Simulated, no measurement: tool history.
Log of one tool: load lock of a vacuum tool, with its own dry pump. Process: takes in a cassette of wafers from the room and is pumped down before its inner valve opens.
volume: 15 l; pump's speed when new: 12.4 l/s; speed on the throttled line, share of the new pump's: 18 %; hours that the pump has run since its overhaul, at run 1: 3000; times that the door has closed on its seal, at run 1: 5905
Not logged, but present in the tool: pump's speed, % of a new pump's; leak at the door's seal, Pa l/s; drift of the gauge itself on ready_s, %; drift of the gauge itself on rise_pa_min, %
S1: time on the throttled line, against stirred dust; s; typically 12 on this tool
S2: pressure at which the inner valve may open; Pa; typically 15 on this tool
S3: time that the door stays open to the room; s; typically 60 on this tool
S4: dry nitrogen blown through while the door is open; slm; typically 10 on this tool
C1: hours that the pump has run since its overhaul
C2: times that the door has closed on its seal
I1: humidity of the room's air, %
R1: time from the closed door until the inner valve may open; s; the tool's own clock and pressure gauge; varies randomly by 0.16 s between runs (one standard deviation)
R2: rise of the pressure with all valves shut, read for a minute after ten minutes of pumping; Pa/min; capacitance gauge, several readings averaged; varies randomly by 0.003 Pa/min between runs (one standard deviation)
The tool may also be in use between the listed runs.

{"run": 1, "day": 0.0, "S1": 12, "S2": 15, "S3": 60, "S4": 10, "C1": 3000, "C2": 5905, "I1": 42.5, "R1": 21.2, "R2": 0.074}
{"run": 2, "day": 6.125, "S1": 12, "S2": 15, "S3": 60, "S4": 7, "C1": 3147, "C2": 6294, "I1": 44.6, "R1": 21.2, "R2": 0.08}
{"run": 3, "day": 12.35, "S1": 12, "S2": 15, "S3": 60, "S4": 7, "C1": 3297, "C2": 6689, "I1": 45.8, "R1": 21.2, "R2": 0.089}
{"run": 4, "day": 25.654, "S1": 12, "S2": 15, "S3": 60, "S4": 7, "C1": 3616, "C2": 7534, "I1": 41.6, "R1": 21.1, "R2": 0.093}
{"run": 5, "day": 38.388, "S1": 7, "S2": 15, "S3": 60, "S4": 10, "C1": 3921, "C2": 8342, "I1": 46, "R1": 17.6, "R2": 0.108}
{"run": 6, "day": 49.788, "S1": 7, "S2": 15, "S3": 60, "S4": 10, "C1": 4195, "C2": 9066, "I1": 47, "R1": 17, "R2": 0.117}
{"run": 7, "day": 60.504, "S1": 12, "S2": 15, "S3": 60, "S4": 35, "C1": 4452, "C2": 9747, "I1": 44.8, "R1": 21.1, "R2": 0.106}
{"run": 8, "day": 72.117, "S1": 17, "S2": 15, "S3": 60, "S4": 10, "C1": 4731, "C2": 10484, "I1": 44.2, "R1": 24.9, "R2": 0.128}
{"run": 9, "day": 84.338, "S1": 17, "S2": 15, "S3": 60, "S4": 10, "C1": 5024, "C2": 11260, "I1": 45.1, "R1": 25.1, "R2": 0.134}
{"run": 10, "day": 96.688, "S1": 17, "S2": 15, "S3": 60, "S4": 10, "C1": 5321, "C2": 12044, "I1": 46.1, "R1": 25.6, "R2": 0.149}
{"run": 11, "day": 108.829, "S1": 17, "S2": 15, "S3": 60, "S4": 10, "C1": 5612, "C2": 12815, "I1": 42.1, "R1": 25.5, "R2": 0.155}
{"run": 12, "day": 119.5, "S1": 17, "S2": 15, "S3": 60, "S4": 10, "C1": 5868, "C2": 13493, "I1": 42.5, "R1": 25.7, "R2": 0.168}
{"run": 13, "day": 127.046, "S1": 17, "S2": 15, "S3": 60, "S4": 10, "C1": 6049, "C2": 13972, "I1": 42.4, "R1": 25.3, "R2": 0.17}
{"run": 14, "day": 137.846, "S1": 12, "S2": 15, "S3": 32, "S4": 10, "C1": 6309, "C2": 14658, "I1": 42.8, "R1": 21.7, "R2": 0.187}
{"run": 15, "day": 144.275, "S1": 12, "S2": 15, "S3": 32, "S4": 10, "C1": 6463, "C2": 15066, "I1": 45.8, "R1": 21.7, "R2": 0.189}
{"run": 16, "day": 152.533, "S1": 12, "S2": 15, "S3": 32, "S4": 10, "C1": 6661, "C2": 15590, "I1": 44.6, "R1": 21.7, "R2": 0.202}
{"run": 17, "day": 160.388, "S1": 12, "S2": 16, "S3": 60, "S4": 10, "C1": 6850, "C2": 16089, "I1": 45.7, "R1": 21.4, "R2": 0.215}
{"run": 18, "day": 172.858, "S1": 12, "S2": 16, "S3": 60, "S4": 10, "C1": 7149, "C2": 16881, "I1": 44.5, "R1": 21.5, "R2": 0.22}
{"run": 19, "day": 185.4, "S1": 12, "S2": 16, "S3": 60, "S4": 10, "C1": 7450, "C2": 17677, "I1": 44.9, "R1": 21.5, "R2": 0.238}
{"run": 20, "day": 191.129, "S1": 9, "S2": 13, "S3": 60, "S4": 10, "C1": 7587, "C2": 18041, "I1": 44.9, "R1": 19.7, "R2": 0.249}
{"run": 21, "day": 204.042, "S1": 7, "S2": 13, "S3": 28, "S4": 10, "C1": 7897, "C2": 18861, "I1": 44.8, "R1": 18.1, "R2": 0.259}
{"run": 22, "day": 210.621, "S1": 9, "S2": 15, "S3": 60, "S4": 19, "C1": 8055, "C2": 19279, "I1": 46.2, "R1": 19.5, "R2": 0.261}
{"run": 23, "day": 224.225, "S1": 12, "S2": 29, "S3": 60, "S4": 9, "C1": 8382, "C2": 20142, "I1": 43.6, "R1": 21.3, "R2": 0.28}
{"run": 24, "day": 232.025, "S1": 8, "S2": 28, "S3": 184, "S4": 10, "C1": 8569, "C2": 20638, "I1": 43.6, "R1": 18, "R2": 0.308}
{"run": 25, "day": 239.933, "S1": 12, "S2": 15, "S3": 111, "S4": 4, "C1": 8759, "C2": 21140, "I1": 42.4, "R1": 22, "R2": 0.318}
{"run": 26, "day": 252.554, "S1": 8, "S2": 15, "S3": 60, "S4": 10, "C1": 9062, "C2": 21941, "I1": 46.7, "R1": 18.9, "R2": 0.327}
{"day": 255.712, "done": "dry pump taken out, an overhauled one fitted"}
{"run": 27, "day": 260.121, "S1": 19, "S2": 17, "S3": 60, "S4": 10, "C1": 106, "C2": 22406, "I1": 48, "R1": 26.3, "R2": 0.331}
{"run": 28, "day": 273.05, "S1": 12, "S2": 15, "S3": 37, "S4": 8, "C1": 416, "C2": 23227, "I1": 44.8, "R1": 20.8, "R2": 0.361}
{"run": 29, "day": 281.429, "S1": 14, "S2": 13, "S3": 27, "S4": 11, "C1": 617, "C2": 23759, "I1": 42.2, "R1": 22.7, "R2": 0.346}
{"run": 30, "day": 292.983, "S1": 11, "S2": 15, "S3": 93, "S4": 10, "C1": 895, "C2": 24493, "I1": 44.3, "R1": 20.1, "R2": 0.38}
{"run": 31, "day": 302.35, "S1": 7, "S2": 15, "S3": 60, "S4": 10, "C1": 1119, "C2": 25087, "I1": 45.9, "R1": 16.5, "R2": 0.378}
{"run": 32, "day": 308.125, "S1": 10, "S2": 16, "S3": 229, "S4": 30, "C1": 1258, "C2": 25454, "I1": 45.9, "R1": 19, "R2": 0.396}
{"run": 33, "day": 319.588, "S1": 7, "S2": 19, "S3": 43, "S4": 30, "C1": 1533, "C2": 26182, "I1": 42.9, "R1": 16.4, "R2": 0.389}
{"run": 34, "day": 332.342, "S1": 18, "S2": 10, "S3": 60, "S4": 27, "C1": 1839, "C2": 26992, "I1": 44.6, "R1": 26.4, "R2": 0.426}
{"run": 35, "day": 339.521, "S1": 23, "S2": 10, "S3": 100, "S4": 7, "C1": 2011, "C2": 27447, "I1": 46.8, "R1": 30.5, "R2": 0.459}
{"run": 36, "day": 347.167, "S1": 7, "S2": 10, "S3": 143, "S4": 7, "C1": 2195, "C2": 27933, "I1": 40.2, "R1": 17.3, "R2": 0.471}
{"run": 37, "day": 354.508, "S1": 7, "S2": 10, "S3": 143, "S4": 7, "C1": 2371, "C2": 28399, "I1": 45.5, "R1": 17.4, "R2": 0.496}

Alternative continuations, all from the tool just after run 37; predict every row:
{"run": "A", "day": 361.258, "S1": 7, "S2": 18, "S3": 143, "S4": 13, "C1": 2533, "C2": 28828, "I1": 42.8, "R1": "?", "R2": "?"}
{"run": "B", "day": 361.258, "S1": 7, "S2": 10, "S3": 143, "S4": 7, "C1": 2533, "C2": 28828, "I1": 45.8, "R1": "?", "R2": "?"}
{"run": "C", "day": 361.258, "S1": 12, "S2": 11, "S3": 82, "S4": 6, "C1": 2533, "C2": 28828, "I1": 44.7, "R1": "?", "R2": "?"}

run=A R1=16.5 R2=0.483
run=B R1=17.7 R2=0.502
run=C R1=21.4 R2=0.488
Take away the tool's hidden state, keep each run's random variation, and the runs would have read:
run=A R1=16 R2=0.042
run=B R1=17.2 R2=0.053
run=C R1=20.9 R2=0.048

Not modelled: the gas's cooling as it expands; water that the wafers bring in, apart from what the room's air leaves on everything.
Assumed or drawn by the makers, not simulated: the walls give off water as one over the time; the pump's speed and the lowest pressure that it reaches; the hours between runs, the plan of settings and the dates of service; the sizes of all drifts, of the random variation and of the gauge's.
